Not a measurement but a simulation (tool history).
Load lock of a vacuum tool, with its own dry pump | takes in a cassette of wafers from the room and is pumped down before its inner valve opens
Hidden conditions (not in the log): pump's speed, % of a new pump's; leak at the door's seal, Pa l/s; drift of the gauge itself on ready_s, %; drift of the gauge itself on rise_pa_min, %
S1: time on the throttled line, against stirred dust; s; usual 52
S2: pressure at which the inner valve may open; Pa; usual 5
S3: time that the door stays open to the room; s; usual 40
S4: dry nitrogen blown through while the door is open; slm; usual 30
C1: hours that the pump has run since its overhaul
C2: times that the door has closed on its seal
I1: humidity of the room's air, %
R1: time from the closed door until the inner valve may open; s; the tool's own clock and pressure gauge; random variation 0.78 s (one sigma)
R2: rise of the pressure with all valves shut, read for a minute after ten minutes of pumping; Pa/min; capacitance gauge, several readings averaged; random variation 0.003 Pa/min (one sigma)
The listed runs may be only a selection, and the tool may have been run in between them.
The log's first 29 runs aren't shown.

Run 30, hour 2835.6: usual settings but S1 103 s, S3 28 s; C1 6180; C2 5617; I1 42.8. Result: R1 154.8 s, R2 0.025 Pa/min.
Run 31, hour 2962.2: usual settings but S1 103 s, S3 28 s; C1 6306; C2 5783; I1 46.4. Result: R1 156.0 s, R2 0.026 Pa/min.
Run 32, hour 3061.7: usual settings but S1 27 s, S2 7 Pa, S3 166 s, S4 37 slm; C1 6406; C2 5914; I1 45.7. Result: R1 98.7 s, R2 0.053 Pa/min.
Run 33, hour 3193.4: usual settings but S1 27 s, S2 7 Pa, S3 166 s, S4 37 slm; C1 6537; C2 6087; I1 40.3. Result: R1 97.9 s, R2 0.048 Pa/min.
Run 34, hour 3258.2: usual settings but S1 27 s, S2 7 Pa, S3 166 s, S4 37 slm; C1 6602; C2 6172; I1 44.0. Result: R1 97.9 s, R2 0.049 Pa/min.
Run 35, hour 3379.8: usual settings but S1 27 s, S2 7 Pa, S3 166 s, S4 37 slm; C1 6724; C2 6332; I1 46.2. Result: R1 97.3 s, R2 0.057 Pa/min.
Run 36, hour 3466.9: usual settings but S1 27 s, S2 7 Pa, S3 166 s, S4 37 slm; C1 6811; C2 6447; I1 40.6. Result: R1 98.3 s, R2 0.044 Pa/min.
Run 37, hour 3530.5: usual settings but S1 27 s, S2 7 Pa, S3 166 s, S4 37 slm; C1 6874; C2 6530; I1 44.4. Result: R1 98.2 s, R2 0.047 Pa/min.

Consider 4 possible next runs. They are alternatives, not a sequence: every one starts from the tool as it was left by run 37. What does each give?
Run A, hour 3616.0: usual settings but S1 30 s, S2 8 Pa, S4 8 slm; C1 6960; C2 6643; I1 47.7. Result: R1 ?, R2 ?.
Run B, hour 3616.0: usual settings but S1 65 s, S2 7 Pa, S3 166 s, S4 37 slm; C1 6960; C2 6643; I1 45.7. Result: R1 ?, R2 ?.
Run C, hour 3616.0: usual settings but S1 73 s, S2 7 Pa, S3 58 s, S4 37 slm; C1 6960; C2 6643; I1 45.3. Result: R1 ?, R2 ?.
Run D, hour 3616.0: usual settings but S1 26 s, S2 4 Pa, S3 99 s, S4 37 slm; C1 6960; C2 6643; I1 42.3. Result: R1 ?, R2 ?.

run     R1     R2
  A   99.5  0.050
  B  125.8  0.056
  C  131.5  0.034
  D  102.0  0.038
The same runs, with their run-to-run variation unchanged, on a tool lacking any hidden condition would have given:
run     R1     R2
  A   99.5  0.050
  B  125.8  0.056
  C  131.5  0.034
  D  102.0  0.038
